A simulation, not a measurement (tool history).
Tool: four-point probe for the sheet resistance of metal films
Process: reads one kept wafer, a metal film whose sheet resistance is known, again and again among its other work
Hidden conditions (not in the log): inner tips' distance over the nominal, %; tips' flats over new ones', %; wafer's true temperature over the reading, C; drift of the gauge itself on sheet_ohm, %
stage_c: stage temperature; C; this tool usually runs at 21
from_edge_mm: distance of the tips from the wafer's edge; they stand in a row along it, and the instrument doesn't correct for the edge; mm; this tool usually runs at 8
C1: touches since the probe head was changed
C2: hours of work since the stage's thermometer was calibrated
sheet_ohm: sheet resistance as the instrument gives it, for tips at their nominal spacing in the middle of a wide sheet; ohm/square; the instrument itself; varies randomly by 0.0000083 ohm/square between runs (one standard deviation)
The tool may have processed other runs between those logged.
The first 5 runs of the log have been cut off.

run 6 day=6.833 | stage_c=21 from_edge_mm=30 | C1=4755 C2=1177 | sheet_ohm=0.041434
run 7 day=7.938 | stage_c=21 from_edge_mm=30 | C1=5310 C2=1193 | sheet_ohm=0.041429
run 8 day=9.208 | stage_c=21 from_edge_mm=30 | C1=5947 C2=1212 | sheet_ohm=0.04143
run 9 day=10.638 | stage_c=21 from_edge_mm=30 | C1=6662 C2=1232 | sheet_ohm=0.041423
run 10 day=11.329 | stage_c=21 from_edge_mm=30 | C1=7008 C2=1242 | sheet_ohm=0.041433
run 11 day=12.862 | stage_c=21 from_edge_mm=30 | C1=7778 C2=1264 | sheet_ohm=0.041431
run 12 day=14.133 | stage_c=31 from_edge_mm=8 | C1=8415 C2=1282 | sheet_ohm=0.041818
run 13 day=15.229 | stage_c=31 from_edge_mm=8 | C1=8964 C2=1298 | sheet_ohm=0.041799
run 14 day=16.4 | stage_c=25 from_edge_mm=8 | C1=9551 C2=1315 | sheet_ohm=0.04164
run 15 day=17.708 | stage_c=25 from_edge_mm=8 | C1=10206 C2=1333 | sheet_ohm=0.041664
run 16 day=19.246 | stage_c=21 from_edge_mm=29 | C1=10978 C2=1355 | sheet_ohm=0.041441
run 17 day=20.429 | stage_c=21 from_edge_mm=29 | C1=11571 C2=1372 | sheet_ohm=0.041436
run 18 day=21.388 | stage_c=22 from_edge_mm=72 | C1=12051 C2=1386 | sheet_ohm=0.041453
-- day=21.538 stage's thermometer calibrated
run 19 day=22.321 | stage_c=21 from_edge_mm=8 | C1=12508 C2=11 | sheet_ohm=0.041559

Run 20 comes next. What will it give?
run 20 day=23.358 | stage_c=21 from_edge_mm=13 | C1=13028 C2=26 | sheet_ohm=?

{"run 20": {"sheet_ohm": 0.041482}}
With the hidden condition absent and the run-to-run variation left alone, this run would have shown sheet_ohm 0.041509 ohm/square.
